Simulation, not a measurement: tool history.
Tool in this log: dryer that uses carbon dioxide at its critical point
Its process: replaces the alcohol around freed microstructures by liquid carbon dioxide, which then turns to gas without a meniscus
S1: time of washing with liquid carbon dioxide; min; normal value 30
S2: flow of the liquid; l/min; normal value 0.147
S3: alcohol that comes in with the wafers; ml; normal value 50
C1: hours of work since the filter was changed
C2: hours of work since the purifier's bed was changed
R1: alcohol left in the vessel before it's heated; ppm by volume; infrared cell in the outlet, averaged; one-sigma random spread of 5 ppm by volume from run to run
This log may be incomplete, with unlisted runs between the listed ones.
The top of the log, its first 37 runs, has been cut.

run    hour  S1     S2   S3   C1   C2   R1
 38  1513.7  19  0.244   51  379  333   81
 39  1547.6  19  0.244   51  405  359   96
 40  1571.2  25  0.133   76  423  377  409
 41  1629.1  30  0.147  117  467  422  166
 42  1658.3  30  0.147  117  490  444  160
 43  1715.2  30  0.147  117  533  488  177
     1729.4  -- inlet filter changed
 44  1752.4  30  0.147   24   18  515  128
 45  1785.2  33  0.197   24   43  541  116
 46  1833.3  44  0.228   99   80  577  129
 47  1884.0  20  0.177   84  119  616  281

4 ways to go on from here, each from the tool as it stands after run 47. What would each give?
  A  1941.6  38  0.184  84  163  661   ?
  B  1941.6  21  0.147  50  163  661   ?
  C  1941.6  20  0.177  84  163  661   ?
  D  1941.6  30  0.207  50  163  661   ?

run   R1
  A  139
  B  382
  C  305
  D  148
Without the tool's unlogged condition, the same runs would have read:
run   R1
  A    2
  B  204
  C  140
  D   10
